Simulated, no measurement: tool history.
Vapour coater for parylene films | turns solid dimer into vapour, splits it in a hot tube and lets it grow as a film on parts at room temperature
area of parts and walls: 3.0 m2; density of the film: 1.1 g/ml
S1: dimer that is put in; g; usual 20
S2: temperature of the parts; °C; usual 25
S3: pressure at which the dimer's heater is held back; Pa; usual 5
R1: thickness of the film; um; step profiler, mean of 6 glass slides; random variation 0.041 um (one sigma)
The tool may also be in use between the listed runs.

Run 1, day 0: usual settings. Result: R1 4.19 um.
Run 2, day 1.042: usual settings. Result: R1 4.11 um.
Run 3, day 2.021: usual settings but S1 9 g. Result: R1 1.84 um.
Run 4, day 2.462: usual settings but S1 21 g. Result: R1 4.26 um.
Run 5, day 2.933: usual settings but S3 3.39 Pa. Result: R1 4.2 um.
At day 3.158: trap's valve overhauled.
Run 6, day 4.021: usual settings but S3 3.39 Pa. Result: R1 4.3 um.
Run 7, day 5.025: usual settings but S3 3.39 Pa. Result: R1 4.14 um.
Run 8, day 5.796: usual settings but S3 7.93 Pa. Result: R1 3.77 um.
Run 9, day 6.817: usual settings but S3 7.93 Pa. Result: R1 3.74 um.
Run 10, day 7.304: usual settings but S3 7.93 Pa. Result: R1 3.73 um.

Forecast each of these 3 alternatives for the next run:
Run A, day 8.025: usual settings but S3 4.76 Pa. Result: R1 ?.
Run B, day 8.025: usual settings but S2 20 °C, S3 7.93 Pa. Result: R1 ?.
Run C, day 8.025: usual settings but S3 6.66 Pa. Result: R1 ?.

run    R1
  A   3.9
  B  4.06
  C  3.84
Without the tool's hidden state the same runs would have given:
run    R1
  A  4.38
  B  4.55
  C  4.31

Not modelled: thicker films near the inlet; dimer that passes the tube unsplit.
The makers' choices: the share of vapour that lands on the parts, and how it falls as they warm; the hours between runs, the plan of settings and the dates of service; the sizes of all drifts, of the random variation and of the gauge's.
